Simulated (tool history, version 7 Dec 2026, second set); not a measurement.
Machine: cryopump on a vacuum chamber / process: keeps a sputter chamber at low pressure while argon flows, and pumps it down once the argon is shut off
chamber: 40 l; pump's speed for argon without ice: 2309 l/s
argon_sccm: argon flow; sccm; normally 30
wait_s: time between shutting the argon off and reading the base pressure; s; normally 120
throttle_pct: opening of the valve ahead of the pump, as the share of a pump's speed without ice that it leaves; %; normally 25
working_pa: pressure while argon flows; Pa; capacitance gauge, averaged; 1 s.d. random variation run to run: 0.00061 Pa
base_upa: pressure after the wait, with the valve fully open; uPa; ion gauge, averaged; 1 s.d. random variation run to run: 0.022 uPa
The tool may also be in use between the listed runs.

run    hour  argon_sccm  wait_s  throttle_pct  working_pa  base_upa
  1       0          30     120            25      0.0934      2.01
  2      60          30     120            25      0.0932      2.09
  3   104.4          30     120            25      0.0945       2.1
  4   142.2          30     120            50      0.0499      2.17
  5     176          30     120            50      0.0499      2.17
  6   227.2          30      43            25      0.0945      3.05
  7   289.4          30     120            25      0.0951      2.32
  8   344.4          30     120            25      0.0936      2.36
      356.9  -- leaking fittings of the chamber tightened, without venting
  9     403          30     120            25       0.095      0.67
 10   463.8          27     120            25      0.0861      0.72
 11   504.3          27     114            25      0.0864      0.82
 12   535.4          27     114            25       0.086       0.8
 13   599.7          27     114            25      0.0865      0.83
 14   628.9          27     114            49      0.0479      0.85
      638.1  -- pump warmed up, emptied and cooled again
 15   675.3          27     114            49      0.0406      0.78
 16   742.1          17     114            49      0.0263       0.8
 17   788.3          17     114            49      0.0256       0.8
 18   844.3          43     114            49      0.0644      0.86
 19   909.4          31      36            40      0.0585      1.92
 20   950.5          30      62            25      0.0902      1.34
 21   993.7          12     121            33      0.0269      0.95
 22  1030.8          40     131            33      0.0905      0.94
 23  1090.8          45      49            33      0.1018      1.63
 24  1153.6          16      45            25      0.0489      1.75
 25  1195.2          49      83            27      0.1365      1.21
 26  1231.3          30      42            25      0.0899      1.92
 27  1279.7          31      54            54      0.0445      1.67
 28  1338.1          31      54            54      0.0447      1.74
 29  1403.5          29      70            17      0.1276      1.53
 30  1446.1          26     120            21      0.0936      1.24
 31  1487.8          26      34            21      0.0944      2.41
 32  1553.1          26      71            21      0.0925      1.61
 33  1604.6          16     120            25      0.0478      1.37
 34  1663.8          16     120            25      0.0486      1.43

Had the tool no unlogged condition, and each run kept its random variation, what would the results have been?
What the log doesn't record here: pump's speed, % of a pump's without ice; cold plate's temperature, K; leak into the chamber, uPa l/s; drift of the gauge itself on working_pa, %; drift of the gauge itself on base_upa, %.
run  working_pa  base_upa
  1      0.0881      0.55
  2      0.0876      0.57
  3      0.0887      0.55
  4      0.0439      0.57
  5      0.0438      0.55
  6       0.088      1.36
  7      0.0884      0.59
  8      0.0866      0.55
  9      0.0877      0.56
 10      0.0793      0.58
 11      0.0794      0.64
 12      0.0788       0.6
 13       0.079      0.58
 14      0.0403      0.58
 15      0.0403       0.6
 16       0.026      0.58
 17      0.0252      0.56
 18      0.0632      0.58
 19      0.0574      1.59
 20       0.089      0.98
 21      0.0264      0.57
 22      0.0886      0.53
 23      0.0992      1.19
 24      0.0479      1.27
 25      0.1331      0.72
 26      0.0877      1.39
 27       0.042      1.09
 28       0.042      1.14
 29      0.1248      0.89
 30      0.0909      0.54
 31      0.0916       1.7
 32      0.0895      0.86
 33      0.0458      0.58
 34      0.0465      0.58
